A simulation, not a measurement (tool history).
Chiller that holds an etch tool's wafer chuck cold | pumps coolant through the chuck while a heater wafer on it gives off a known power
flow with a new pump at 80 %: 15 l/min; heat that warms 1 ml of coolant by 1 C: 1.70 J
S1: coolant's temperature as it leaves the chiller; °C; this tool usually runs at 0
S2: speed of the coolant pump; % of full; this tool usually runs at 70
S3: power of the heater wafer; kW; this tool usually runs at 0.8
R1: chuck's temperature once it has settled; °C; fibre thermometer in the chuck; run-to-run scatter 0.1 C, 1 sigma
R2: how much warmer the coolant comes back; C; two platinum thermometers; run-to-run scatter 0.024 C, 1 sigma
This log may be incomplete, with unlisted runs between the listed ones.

{"run": 1, "hour": 0.0, "S1": 0, "S2": 70, "S3": 0.8, "R1": 8, "R2": 2.25}
{"run": 2, "hour": 104.8, "S1": 0, "S2": 70, "S3": 0.8, "R1": 8.1, "R2": 2.32}
{"run": 3, "hour": 223.4, "S1": 0, "S2": 70, "S3": 0.8, "R1": 8.1, "R2": 2.29}
{"run": 4, "hour": 302.9, "S1": 0, "S2": 70, "S3": 0.8, "R1": 7.7, "R2": 2.26}
{"run": 5, "hour": 438.9, "S1": -9, "S2": 70, "S3": 0.8, "R1": -1.2, "R2": 2.27}
{"run": 6, "hour": 542.6, "S1": 0, "S2": 92, "S3": 0.8, "R1": 6.1, "R2": 1.64}
{"run": 7, "hour": 657.2, "S1": -8, "S2": 70, "S3": 0.8, "R1": -0.2, "R2": 2.24}
{"run": 8, "hour": 778.2, "S1": -9, "S2": 70, "S3": 0.8, "R1": -2.2, "R2": 2.3}
{"run": 9, "hour": 867.3, "S1": -9, "S2": 70, "S3": 0.8, "R1": -2.1, "R2": 2.3}
{"run": 10, "hour": 961.8, "S1": 0, "S2": 70, "S3": 0.858, "R1": 7.4, "R2": 2.44}
{"run": 11, "hour": 1041.1, "S1": 0, "S2": 70, "S3": 0.858, "R1": 7.2, "R2": 2.46}
{"run": 12, "hour": 1168.2, "S1": 0, "S2": 70, "S3": 0.5, "R1": 4.3, "R2": 1.42}
{"run": 13, "hour": 1254.6, "S1": 0, "S2": 70, "S3": 0.487, "R1": 4.2, "R2": 1.4}
{"run": 14, "hour": 1317.7, "S1": 0, "S2": 70, "S3": 0.487, "R1": 4.2, "R2": 1.42}
{"run": 15, "hour": 1432.3, "S1": 0, "S2": 70, "S3": 0.487, "R1": 4.5, "R2": 1.37}
{"run": 16, "hour": 1495.0, "S1": 0, "S2": 70, "S3": 0.894, "R1": 7.7, "R2": 2.57}
{"run": 17, "hour": 1600.0, "S1": 0, "S2": 85, "S3": 0.8, "R1": 5.9, "R2": 1.85}
{"run": 18, "hour": 1746.3, "S1": 0, "S2": 85, "S3": 0.8, "R1": 5.7, "R2": 1.82}
{"run": 19, "hour": 1896.6, "S1": -7, "S2": 79, "S3": 0.453, "R1": -3.3, "R2": 1.14}
{"run": 20, "hour": 2051.7, "S1": 5, "S2": 79, "S3": 0.924, "R1": 12.3, "R2": 2.35}
{"run": 21, "hour": 2164.2, "S1": 5, "S2": 79, "S3": 0.924, "R1": 12.4, "R2": 2.32}
{"run": 22, "hour": 2284.9, "S1": 0, "S2": 93, "S3": 0.887, "R1": 6.3, "R2": 1.86}
{"run": 23, "hour": 2408.4, "S1": -9, "S2": 86, "S3": 0.941, "R1": -1.9, "R2": 2.16}
{"run": 24, "hour": 2485.4, "S1": 0, "S2": 85, "S3": 1.159, "R1": 8.4, "R2": 2.72}
{"run": 25, "hour": 2600.0, "S1": 0, "S2": 85, "S3": 1.159, "R1": 8.8, "R2": 2.65}
{"run": 26, "hour": 2694.2, "S1": 0, "S2": 85, "S3": 0.416, "R1": 3.3, "R2": 1}
{"run": 27, "hour": 2795.3, "S1": 0, "S2": 85, "S3": 0.416, "R1": 3.4, "R2": 0.95}
{"run": 28, "hour": 2947.8, "S1": 0, "S2": 85, "S3": 0.416, "R1": 3.3, "R2": 0.94}
{"run": 29, "hour": 3016.6, "S1": 0, "S2": 85, "S3": 0.416, "R1": 3.1, "R2": 0.94}
{"run": 30, "hour": 3115.3, "S1": 7, "S2": 82, "S3": 0.416, "R1": 10.4, "R2": 1}
{"run": 31, "hour": 3270.5, "S1": 8, "S2": 90, "S3": 0.545, "R1": 12.1, "R2": 1.17}

Taken out of this log: 2 entries between the listed runs. Where each belongs, and how the hidden state differs across it:
Runs 3 to 4: chiller's thermometer calibrated (hour 280.8)
  heat passed by the chuck's channels, % of clean ones': 83.5 -> 83.3; flow at a given pump speed, % of a new pump's: 96.5 -> 96.4; coolant's true temperature over the reading, C: 0.36 -> -0.07
  difference, measured minus the result without the unlogged condition, R1: +1.6 -> +1.3 °C; R2: +0.08 -> +0.08 C
Runs 7 to 8: coolant changed, channels flushed (hour 670)
  heat passed by the chuck's channels, % of clean ones': 82.5 -> 99.1; coolant's true temperature over the reading, C: -0.04 -> -0.03
  difference, measured minus the result without the unlogged condition, R1: +1.3 -> +0.2 °C; R2: +0.09 -> +0.08 C

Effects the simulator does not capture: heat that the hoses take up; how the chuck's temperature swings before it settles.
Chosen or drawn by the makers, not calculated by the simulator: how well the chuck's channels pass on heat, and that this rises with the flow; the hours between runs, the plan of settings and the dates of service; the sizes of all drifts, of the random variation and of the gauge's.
